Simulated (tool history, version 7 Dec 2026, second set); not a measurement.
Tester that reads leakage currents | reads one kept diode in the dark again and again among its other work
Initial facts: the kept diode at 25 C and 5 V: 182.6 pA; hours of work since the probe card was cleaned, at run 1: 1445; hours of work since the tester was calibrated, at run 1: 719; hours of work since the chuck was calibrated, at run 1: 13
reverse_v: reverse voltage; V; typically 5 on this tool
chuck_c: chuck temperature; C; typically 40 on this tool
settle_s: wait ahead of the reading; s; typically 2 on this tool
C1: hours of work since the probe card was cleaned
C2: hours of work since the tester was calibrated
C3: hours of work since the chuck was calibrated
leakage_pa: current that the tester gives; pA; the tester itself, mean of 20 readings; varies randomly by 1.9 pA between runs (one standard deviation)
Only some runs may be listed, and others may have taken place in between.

{"run": 1, "day": 0.0, "reverse_v": 5, "chuck_c": 40, "settle_s": 2, "C1": 1445, "C2": 719, "C3": 13, "leakage_pa": 616.6}
{"run": 2, "day": 1.1, "reverse_v": 5, "chuck_c": 40, "settle_s": 2, "C1": 1456, "C2": 731, "C3": 25, "leakage_pa": 614.09}
{"run": 3, "day": 2.742, "reverse_v": 5, "chuck_c": 40, "settle_s": 2, "C1": 1474, "C2": 748, "C3": 42, "leakage_pa": 613.41}
{"run": 4, "day": 4.488, "reverse_v": 5, "chuck_c": 40, "settle_s": 2, "C1": 1492, "C2": 766, "C3": 60, "leakage_pa": 612.33}
{"run": 5, "day": 5.392, "reverse_v": 5, "chuck_c": 40, "settle_s": 2, "C1": 1501, "C2": 775, "C3": 69, "leakage_pa": 616.37}
{"run": 6, "day": 6.858, "reverse_v": 5, "chuck_c": 40, "settle_s": 2, "C1": 1516, "C2": 791, "C3": 84, "leakage_pa": 612.62}
{"run": 7, "day": 8.858, "reverse_v": 5, "chuck_c": 40, "settle_s": 2, "C1": 1537, "C2": 811, "C3": 105, "leakage_pa": 612.29}
{"run": 8, "day": 9.771, "reverse_v": 5, "chuck_c": 40, "settle_s": 2, "C1": 1547, "C2": 821, "C3": 115, "leakage_pa": 610.15}
{"run": 9, "day": 11.517, "reverse_v": 5, "chuck_c": 40, "settle_s": 2, "C1": 1565, "C2": 839, "C3": 133, "leakage_pa": 608.67}
{"run": 10, "day": 12.442, "reverse_v": 5, "chuck_c": 53, "settle_s": 2, "C1": 1574, "C2": 849, "C3": 143, "leakage_pa": 1616.32}
{"run": 11, "day": 14.225, "reverse_v": 5, "chuck_c": 53, "settle_s": 2, "C1": 1593, "C2": 867, "C3": 161, "leakage_pa": 1608.74}
{"run": 12, "day": 16.196, "reverse_v": 5, "chuck_c": 53, "settle_s": 2, "C1": 1613, "C2": 888, "C3": 182, "leakage_pa": 1609.95}
{"run": 13, "day": 17.904, "reverse_v": 5, "chuck_c": 53, "settle_s": 2, "C1": 1631, "C2": 905, "C3": 199, "leakage_pa": 1608}
{"run": 14, "day": 19.067, "reverse_v": 5, "chuck_c": 40, "settle_s": 1.46, "C1": 1643, "C2": 918, "C3": 211, "leakage_pa": 609.77}
{"run": 15, "day": 21.046, "reverse_v": 5.62, "chuck_c": 40, "settle_s": 0.36, "C1": 1664, "C2": 938, "C3": 232, "leakage_pa": 641.28}
{"run": 16, "day": 22.738, "reverse_v": 6.99, "chuck_c": 40, "settle_s": 0.46, "C1": 1681, "C2": 956, "C3": 250, "leakage_pa": 686.94}
{"run": 17, "day": 23.658, "reverse_v": 5.36, "chuck_c": 20, "settle_s": 0.46, "C1": 1691, "C2": 965, "C3": 259, "leakage_pa": 123.31}
{"run": 18, "day": 25.229, "reverse_v": 5.36, "chuck_c": 20, "settle_s": 1.27, "C1": 1707, "C2": 982, "C3": 275, "leakage_pa": 120.06}
{"run": 19, "day": 26.083, "reverse_v": 5, "chuck_c": 48, "settle_s": 0.74, "C1": 1716, "C2": 990, "C3": 284, "leakage_pa": 1117.16}
{"run": 20, "day": 27.046, "reverse_v": 9.78, "chuck_c": 48, "settle_s": 0.74, "C1": 1726, "C2": 1000, "C3": 294, "leakage_pa": 1400.8}
{"run": 21, "day": 27.962, "reverse_v": 11.66, "chuck_c": 49, "settle_s": 3.42, "C1": 1736, "C2": 1010, "C3": 304, "leakage_pa": 1594.62}

Forecast each of these 3 alternatives for the next run:
{"run": "A", "day": 28.892, "reverse_v": 6.23, "chuck_c": 39, "settle_s": 0.94, "C1": 1745, "C2": 1020, "C3": 314, "leakage_pa": "?"}
{"run": "B", "day": 28.892, "reverse_v": 4.34, "chuck_c": 29, "settle_s": 5.88, "C1": 1745, "C2": 1020, "C3": 314, "leakage_pa": "?"}
{"run": "C", "day": 28.892, "reverse_v": 11.66, "chuck_c": 24, "settle_s": 3.42, "C1": 1745, "C2": 1020, "C3": 314, "leakage_pa": "?"}

run=A leakage_pa=604.55
run=B leakage_pa=239.88
run=C leakage_pa=220
Had the tool no hidden state, the same runs would have come out as:
run=A leakage_pa=618.81
run=B leakage_pa=245.53
run=C leakage_pa=223.99
